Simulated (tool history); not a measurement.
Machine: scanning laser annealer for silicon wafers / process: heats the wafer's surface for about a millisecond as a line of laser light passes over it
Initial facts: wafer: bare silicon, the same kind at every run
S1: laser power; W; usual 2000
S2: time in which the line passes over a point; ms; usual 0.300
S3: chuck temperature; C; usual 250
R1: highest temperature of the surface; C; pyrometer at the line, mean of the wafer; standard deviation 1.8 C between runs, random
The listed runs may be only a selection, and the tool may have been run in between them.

{"run": 1, "hour": 0.0, "S1": 2000, "S2": 0.3, "S3": 250, "R1": 1012}
{"run": 2, "hour": 13.0, "S1": 2000, "S2": 0.3, "S3": 250, "R1": 1014}
{"run": 3, "hour": 24.9, "S1": 2000, "S2": 0.3, "S3": 250, "R1": 1010}
{"run": 4, "hour": 41.0, "S1": 2000, "S2": 0.3, "S3": 250, "R1": 1010}
{"run": 5, "hour": 56.9, "S1": 2000, "S2": 0.3, "S3": 250, "R1": 1008}
{"run": 6, "hour": 69.4, "S1": 2000, "S2": 0.3, "S3": 281, "R1": 1043}
{"run": 7, "hour": 82.0, "S1": 2000, "S2": 0.3, "S3": 276, "R1": 1034}
{"run": 8, "hour": 93.5, "S1": 2000, "S2": 0.337, "S3": 250, "R1": 1054}
{"run": 9, "hour": 105.5, "S1": 2000, "S2": 0.3, "S3": 250, "R1": 1008}
{"hour": 109.9, "done": "laser's power meter calibrated"}
{"run": 10, "hour": 118.3, "S1": 2000, "S2": 0.354, "S3": 250, "R1": 1079}
{"run": 11, "hour": 129.3, "S1": 2000, "S2": 0.354, "S3": 250, "R1": 1079}
{"run": 12, "hour": 146.6, "S1": 2000, "S2": 0.354, "S3": 250, "R1": 1080}
{"run": 13, "hour": 158.2, "S1": 2000, "S2": 0.3, "S3": 250, "R1": 1008}
{"run": 14, "hour": 166.3, "S1": 2000, "S2": 0.3, "S3": 250, "R1": 1006}
{"hour": 172.3, "done": "laser's power meter calibrated, once more"}
{"run": 15, "hour": 182.9, "S1": 2000, "S2": 0.3, "S3": 250, "R1": 1003}
{"run": 16, "hour": 191.5, "S1": 2000, "S2": 0.3, "S3": 250, "R1": 1005}
{"run": 17, "hour": 198.6, "S1": 1989, "S2": 0.239, "S3": 250, "R1": 908}
{"run": 18, "hour": 214.3, "S1": 1989, "S2": 0.239, "S3": 250, "R1": 912}
{"run": 19, "hour": 223.7, "S1": 1989, "S2": 0.239, "S3": 250, "R1": 910}
{"run": 20, "hour": 236.4, "S1": 2042, "S2": 0.219, "S3": 273, "R1": 919}
{"run": 21, "hour": 247.7, "S1": 1777, "S2": 0.219, "S3": 210, "R1": 763}
{"run": 22, "hour": 255.5, "S1": 1777, "S2": 0.219, "S3": 210, "R1": 762}
{"run": 23, "hour": 267.7, "S1": 2000, "S2": 0.365, "S3": 220, "R1": 1062}
{"run": 24, "hour": 278.0, "S1": 2000, "S2": 0.365, "S3": 220, "R1": 1062}
{"run": 25, "hour": 287.4, "S1": 2000, "S2": 0.365, "S3": 220, "R1": 1060}
{"run": 26, "hour": 298.1, "S1": 2000, "S2": 0.365, "S3": 220, "R1": 1061}
{"run": 27, "hour": 307.4, "S1": 1723, "S2": 0.368, "S3": 233, "R1": 950}
{"run": 28, "hour": 322.1, "S1": 2000, "S2": 0.3, "S3": 250, "R1": 999}
{"run": 29, "hour": 329.6, "S1": 2009, "S2": 0.214, "S3": 211, "R1": 835}
{"run": 30, "hour": 344.6, "S1": 2009, "S2": 0.214, "S3": 211, "R1": 832}
{"run": 31, "hour": 357.8, "S1": 2023, "S2": 0.338, "S3": 257, "R1": 1070}
{"run": 32, "hour": 372.9, "S1": 2013, "S2": 0.338, "S3": 257, "R1": 1063}

Predict each of these 4 candidate next runs independently; none follows another, all start after run 32:
{"run": "A", "hour": 383.5, "S1": 1932, "S2": 0.245, "S3": 246, "R1": "?"}
{"run": "B", "hour": 383.5, "S1": 2013, "S2": 0.217, "S3": 233, "R1": "?"}
{"run": "C", "hour": 383.5, "S1": 1918, "S2": 0.3, "S3": 244, "R1": "?"}
{"run": "D", "hour": 383.5, "S1": 2013, "S2": 0.251, "S3": 266, "R1": "?"}

run=A R1=889
run=B R1=862
run=C R1=961
run=D R1=950
Stripped of hidden state, with their random variation kept, the same runs would have yielded:
run=A R1=906
run=B R1=879
run=C R1=981
run=D R1=969

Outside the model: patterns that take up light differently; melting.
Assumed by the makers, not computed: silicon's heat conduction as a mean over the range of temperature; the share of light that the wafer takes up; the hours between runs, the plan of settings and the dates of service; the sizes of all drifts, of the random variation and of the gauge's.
